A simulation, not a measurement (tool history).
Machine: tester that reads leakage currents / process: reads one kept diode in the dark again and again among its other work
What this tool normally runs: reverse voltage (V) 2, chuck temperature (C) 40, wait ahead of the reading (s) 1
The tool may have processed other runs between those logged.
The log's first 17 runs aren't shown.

run,hour,reverse voltage (V),chuck temperature (C),wait ahead of the reading (s),current that the tester gives (pA)
18,394.9,2,40,1,287.35
19,423.2,2,40,1,288.49
20,444.5,2,40,1,288.38
21,459.8,2,40,1,287.81
22,481,1.66,41,1.68,284.83
23,496,1.14,38,3.48,196.22
24,523.6,3.63,25,5.14,123.94
25,546.6,3.63,25,5.14,124.04
26,570.7,3.63,25,5.14,123.48
27,589.1,8.33,25,5.14,176.77
28,604.5,8.33,25,5.14,177.86
29,618.3,8.33,25,5.14,177.03
30,648.7,4.15,25,5.29,130.54
31,675.2,4.15,24,0.66,122.16
32,689.3,1.13,40,1.15,223.02
33,707.6,1.13,40,1.15,223.41
34,726.9,1.13,40,1.15,222.82
35,741.5,2,58,2.19,929.04
36,757.2,3.78,26,1,134.91
37,772.4,5.59,40,1.59,439.44
38,796.8,3.39,54,1.86,901.19
39,823.5,1.31,46,0.6,355.8

Predict each of these 3 candidate next runs independently; none follows another, all start after run 39:
A,855.7,2,54,1,?
B,855.7,5.55,46,0.6,?
C,855.7,1.31,37,0.6,?

run,current that the tester gives (pA)
A,720.49
B,658.97
C,191.64
Stripped of hidden state, with their random variation kept, the same runs would have yielded:
run,current that the tester gives (pA)
A,763.87
B,698.53
C,203.99
